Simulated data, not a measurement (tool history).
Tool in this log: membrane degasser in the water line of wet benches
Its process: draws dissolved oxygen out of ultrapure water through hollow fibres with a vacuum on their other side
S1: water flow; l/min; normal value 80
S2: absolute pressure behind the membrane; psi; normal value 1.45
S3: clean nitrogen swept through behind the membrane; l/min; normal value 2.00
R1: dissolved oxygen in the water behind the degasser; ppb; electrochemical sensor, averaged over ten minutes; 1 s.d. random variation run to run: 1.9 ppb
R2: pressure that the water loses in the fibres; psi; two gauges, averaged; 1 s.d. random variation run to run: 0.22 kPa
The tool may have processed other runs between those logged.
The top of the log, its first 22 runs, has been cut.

run      day   S1    S2    S3     R1      R2
 23  137.854   56  1.48  2.00  399.7   5.224
 24  142.254   56  1.09  2.00  250.6   5.205
 25  146.604   80  1.78  3.20  469.6   7.485
 26  153.333  119  2.22  5.60  550.7  11.119
 27  161.792  119  2.22  5.60  550.0  11.113
 28  169.238   49  3.05  5.71  350.7   4.548
 29  173.429   95  1.60  1.36  879.7   8.901
 30  179.479  113  1.35  2.00  612.9  10.595

The next listed run, before its measurement:
 31  184.975  71  2.51  2.00   ?   ?

R1: 931.5 ppb
R2: 6.638 psi
If the tool had no hidden condition, the same run with the same run-to-run variation would have returned R1 931.4 ppb, R2 6.628 psi.
